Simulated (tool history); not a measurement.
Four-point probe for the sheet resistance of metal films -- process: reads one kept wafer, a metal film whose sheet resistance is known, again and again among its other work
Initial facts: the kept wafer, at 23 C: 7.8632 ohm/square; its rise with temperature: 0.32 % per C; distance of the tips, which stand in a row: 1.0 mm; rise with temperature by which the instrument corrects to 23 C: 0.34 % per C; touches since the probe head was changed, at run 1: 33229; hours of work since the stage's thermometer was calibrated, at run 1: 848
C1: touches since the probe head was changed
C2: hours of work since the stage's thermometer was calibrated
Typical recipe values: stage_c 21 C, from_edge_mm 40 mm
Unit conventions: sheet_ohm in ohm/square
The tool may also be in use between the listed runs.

{"run": 1, "hour": 0.0, "stage_c": 21, "from_edge_mm": 40, "C1": 33229, "C2": 848, "sheet_ohm": 7.874895}
{"run": 2, "hour": 31.9, "stage_c": 21, "from_edge_mm": 14, "C1": 33928, "C2": 863, "sheet_ohm": 7.896182}
{"run": 3, "hour": 61.0, "stage_c": 25, "from_edge_mm": 14, "C1": 34567, "C2": 876, "sheet_ohm": 7.888461}
{"run": 4, "hour": 97.7, "stage_c": 21, "from_edge_mm": 40, "C1": 35372, "C2": 893, "sheet_ohm": 7.877439}
{"run": 5, "hour": 128.9, "stage_c": 21, "from_edge_mm": 40, "C1": 36056, "C2": 907, "sheet_ohm": 7.872779}
{"run": 6, "hour": 164.2, "stage_c": 21, "from_edge_mm": 40, "C1": 36830, "C2": 923, "sheet_ohm": 7.871747}
{"run": 7, "hour": 201.6, "stage_c": 21, "from_edge_mm": 40, "C1": 37652, "C2": 941, "sheet_ohm": 7.874961}
{"run": 8, "hour": 225.5, "stage_c": 21, "from_edge_mm": 40, "C1": 38177, "C2": 952, "sheet_ohm": 7.871682}
{"run": 9, "hour": 257.9, "stage_c": 21, "from_edge_mm": 40, "C1": 38888, "C2": 966, "sheet_ohm": 7.872621}
{"run": 10, "hour": 293.4, "stage_c": 21, "from_edge_mm": 40, "C1": 39666, "C2": 983, "sheet_ohm": 7.870026}
{"run": 11, "hour": 333.1, "stage_c": 21, "from_edge_mm": 40, "C1": 40537, "C2": 1001, "sheet_ohm": 7.873836}
{"run": 12, "hour": 351.0, "stage_c": 21, "from_edge_mm": 40, "C1": 40929, "C2": 1009, "sheet_ohm": 7.870567}
{"run": 13, "hour": 382.4, "stage_c": 27, "from_edge_mm": 40, "C1": 41619, "C2": 1023, "sheet_ohm": 7.863738}
{"run": 14, "hour": 413.0, "stage_c": 23, "from_edge_mm": 40, "C1": 42289, "C2": 1037, "sheet_ohm": 7.870073}
{"run": 15, "hour": 434.0, "stage_c": 23, "from_edge_mm": 40, "C1": 42751, "C2": 1047, "sheet_ohm": 7.866988}
{"run": 16, "hour": 467.7, "stage_c": 23, "from_edge_mm": 40, "C1": 43490, "C2": 1062, "sheet_ohm": 7.872377}
{"run": 17, "hour": 484.8, "stage_c": 23, "from_edge_mm": 42, "C1": 43866, "C2": 1070, "sheet_ohm": 7.86892}
{"run": 18, "hour": 516.8, "stage_c": 28, "from_edge_mm": 40, "C1": 44568, "C2": 1085, "sheet_ohm": 7.86309}
{"run": 19, "hour": 556.1, "stage_c": 28, "from_edge_mm": 40, "C1": 45430, "C2": 1103, "sheet_ohm": 7.859062}
{"run": 20, "hour": 580.0, "stage_c": 21, "from_edge_mm": 40, "C1": 45953, "C2": 1114, "sheet_ohm": 7.870976}
{"run": 21, "hour": 620.3, "stage_c": 21, "from_edge_mm": 40, "C1": 46838, "C2": 1132, "sheet_ohm": 7.86926}
{"run": 22, "hour": 648.8, "stage_c": 21, "from_edge_mm": 40, "C1": 47463, "C2": 1145, "sheet_ohm": 7.869244}
{"run": 23, "hour": 680.6, "stage_c": 21, "from_edge_mm": 40, "C1": 48162, "C2": 1160, "sheet_ohm": 7.868239}

Expected results for the next run?
{"run": 24, "hour": 712.7, "stage_c": 21, "from_edge_mm": 40, "C1": 48866, "C2": 1174, "sheet_ohm": "?"}

sheet_ohm: 7.866936 ohm/square
On a tool with no hidden condition, and with the same random variation, this run would have come out at sheet_ohm 7.867363 ohm/square.

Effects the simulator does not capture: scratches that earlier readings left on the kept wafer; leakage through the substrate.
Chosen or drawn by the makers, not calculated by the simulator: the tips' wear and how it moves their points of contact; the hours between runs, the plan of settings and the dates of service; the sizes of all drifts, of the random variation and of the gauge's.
